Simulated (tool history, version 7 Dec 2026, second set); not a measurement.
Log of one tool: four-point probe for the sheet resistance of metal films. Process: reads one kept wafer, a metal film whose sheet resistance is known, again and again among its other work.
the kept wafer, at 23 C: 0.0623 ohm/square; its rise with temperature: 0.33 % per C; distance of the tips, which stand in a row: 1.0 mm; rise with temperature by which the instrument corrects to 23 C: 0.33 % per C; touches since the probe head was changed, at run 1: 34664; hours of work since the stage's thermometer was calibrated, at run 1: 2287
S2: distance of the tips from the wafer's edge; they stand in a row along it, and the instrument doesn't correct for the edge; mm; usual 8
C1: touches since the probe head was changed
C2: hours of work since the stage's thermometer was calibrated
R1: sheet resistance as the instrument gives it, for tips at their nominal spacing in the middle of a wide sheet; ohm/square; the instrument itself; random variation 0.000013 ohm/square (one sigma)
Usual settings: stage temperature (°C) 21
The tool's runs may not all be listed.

{"run": 1, "day": 0.0, "stage temperature (°C)": 21, "S2": 8, "C1": 34664, "C2": 2287, "R1": 0.063187}
{"run": 2, "day": 0.821, "stage temperature (°C)": 21, "S2": 8, "C1": 35245, "C2": 2302, "R1": 0.063203}
{"run": 3, "day": 1.817, "stage temperature (°C)": 21, "S2": 8, "C1": 35954, "C2": 2320, "R1": 0.063205}
{"run": 4, "day": 2.796, "stage temperature (°C)": 21, "S2": 8, "C1": 36649, "C2": 2338, "R1": 0.063182}
{"run": 5, "day": 3.646, "stage temperature (°C)": 21, "S2": 8, "C1": 37252, "C2": 2353, "R1": 0.063194}
{"run": 6, "day": 4.192, "stage temperature (°C)": 21, "S2": 8, "C1": 37639, "C2": 2363, "R1": 0.063197}
{"run": 7, "day": 5.433, "stage temperature (°C)": 29, "S2": 9, "C1": 38520, "C2": 2386, "R1": 0.063099}
{"run": 8, "day": 6.529, "stage temperature (°C)": 25, "S2": 4, "C1": 39296, "C2": 2405, "R1": 0.064721}
{"day": 6.608, "done": "stage's thermometer calibrated"}
{"run": 9, "day": 7.729, "stage temperature (°C)": 25, "S2": 61, "C1": 40133, "C2": 20, "R1": 0.062645}
{"run": 10, "day": 8.554, "stage temperature (°C)": 19, "S2": 12, "C1": 40719, "C2": 35, "R1": 0.062871}
{"day": 9.012, "done": "stage's thermometer calibrated, once more"}
{"run": 11, "day": 9.496, "stage temperature (°C)": 19, "S2": 12, "C1": 41372, "C2": 9, "R1": 0.063042}

Forecast each of these 5 alternatives for the next run:
{"run": "A", "day": 10.125, "stage temperature (°C)": 24, "S2": 3, "C1": 41818, "C2": 20, "R1": "?"}
{"run": "B", "day": 10.125, "stage temperature (°C)": 19, "S2": 5, "C1": 41818, "C2": 20, "R1": "?"}
{"run": "C", "day": 10.125, "stage temperature (°C)": 25, "S2": 13, "C1": 41818, "C2": 20, "R1": "?"}
{"run": "D", "day": 10.125, "stage temperature (°C)": 19, "S2": 44, "C1": 41818, "C2": 20, "R1": "?"}
{"run": "E", "day": 10.125, "stage temperature (°C)": 27, "S2": 27, "C1": 41818, "C2": 20, "R1": "?"}

run=A R1=0.066333
run=B R1=0.064113
run=C R1=0.062993
run=D R1=0.062789
run=E R1=0.062859
Without the tool's hidden state the same runs would have given:
run=A R1=0.065803
run=B R1=0.063599
run=C R1=0.062488
run=D R1=0.062284
run=E R1=0.062354
